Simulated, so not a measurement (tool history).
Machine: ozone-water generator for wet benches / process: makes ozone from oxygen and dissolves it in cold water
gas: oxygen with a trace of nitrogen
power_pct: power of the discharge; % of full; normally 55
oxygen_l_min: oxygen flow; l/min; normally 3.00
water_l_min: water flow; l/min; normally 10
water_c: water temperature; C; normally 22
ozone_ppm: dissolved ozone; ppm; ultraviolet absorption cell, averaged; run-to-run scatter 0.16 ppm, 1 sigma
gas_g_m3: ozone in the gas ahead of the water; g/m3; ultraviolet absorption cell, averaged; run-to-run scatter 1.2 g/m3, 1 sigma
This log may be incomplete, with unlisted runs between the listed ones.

{"run": 1, "hour": 0.0, "power_pct": 55, "oxygen_l_min": 3.0, "water_l_min": 10, "water_c": 22, "ozone_ppm": 21.2, "gas_g_m3": 217.6}
{"run": 2, "hour": 31.3, "power_pct": 53, "oxygen_l_min": 3.0, "water_l_min": 10, "water_c": 22, "ozone_ppm": 20.6, "gas_g_m3": 214.8}
{"run": 3, "hour": 47.0, "power_pct": 53, "oxygen_l_min": 1.93, "water_l_min": 10, "water_c": 22, "ozone_ppm": 19.1, "gas_g_m3": 248.4}
{"run": 4, "hour": 60.7, "power_pct": 55, "oxygen_l_min": 3.0, "water_l_min": 10, "water_c": 15, "ozone_ppm": 23.8, "gas_g_m3": 218.0}
{"run": 5, "hour": 90.2, "power_pct": 55, "oxygen_l_min": 3.0, "water_l_min": 10, "water_c": 15, "ozone_ppm": 23.6, "gas_g_m3": 218.5}
{"run": 6, "hour": 117.3, "power_pct": 53, "oxygen_l_min": 3.0, "water_l_min": 10, "water_c": 15, "ozone_ppm": 23.2, "gas_g_m3": 212.7}
{"run": 7, "hour": 138.2, "power_pct": 53, "oxygen_l_min": 3.0, "water_l_min": 10, "water_c": 22, "ozone_ppm": 20.4, "gas_g_m3": 212.5}
{"run": 8, "hour": 162.9, "power_pct": 55, "oxygen_l_min": 3.0, "water_l_min": 12, "water_c": 21, "ozone_ppm": 18.6, "gas_g_m3": 218.1}
{"run": 9, "hour": 184.4, "power_pct": 55, "oxygen_l_min": 2.5, "water_l_min": 10, "water_c": 22, "ozone_ppm": 20.5, "gas_g_m3": 230.4}
{"run": 10, "hour": 209.4, "power_pct": 61, "oxygen_l_min": 1.75, "water_l_min": 15, "water_c": 16, "ozone_ppm": 13.9, "gas_g_m3": 282.0}
{"run": 11, "hour": 233.4, "power_pct": 55, "oxygen_l_min": 3.0, "water_l_min": 14, "water_c": 22, "ozone_ppm": 15.7, "gas_g_m3": 216.9}
{"run": 12, "hour": 254.4, "power_pct": 55, "oxygen_l_min": 2.76, "water_l_min": 10, "water_c": 25, "ozone_ppm": 19.9, "gas_g_m3": 224.0}
{"run": 13, "hour": 280.5, "power_pct": 62, "oxygen_l_min": 3.0, "water_l_min": 7, "water_c": 16, "ozone_ppm": 33.6, "gas_g_m3": 233.8}
{"run": 14, "hour": 308.0, "power_pct": 55, "oxygen_l_min": 2.02, "water_l_min": 7, "water_c": 15, "ozone_ppm": 29.6, "gas_g_m3": 248.6}

Alternative continuations, all from the tool just after run 14; predict every row:
{"run": "A", "hour": 323.2, "power_pct": 92, "oxygen_l_min": 2.36, "water_l_min": 10, "water_c": 22, "ozone_ppm": "?", "gas_g_m3": "?"}
{"run": "B", "hour": 323.2, "power_pct": 55, "oxygen_l_min": 2.26, "water_l_min": 10, "water_c": 22, "ozone_ppm": "?", "gas_g_m3": "?"}
{"run": "C", "hour": 323.2, "power_pct": 70, "oxygen_l_min": 2.02, "water_l_min": 9, "water_c": 15, "ozone_ppm": "?", "gas_g_m3": "?"}

run=A ozone_ppm=29.2 gas_g_m3=333.6
run=B ozone_ppm=20.3 gas_g_m3=239.2
run=C ozone_ppm=28.3 gas_g_m3=294.5
What these runs would have given with no unlogged condition in the tool:
run=A ozone_ppm=29.2 gas_g_m3=336.9
run=B ozone_ppm=20.3 gas_g_m3=241.5
run=C ozone_ppm=28.3 gas_g_m3=297.4
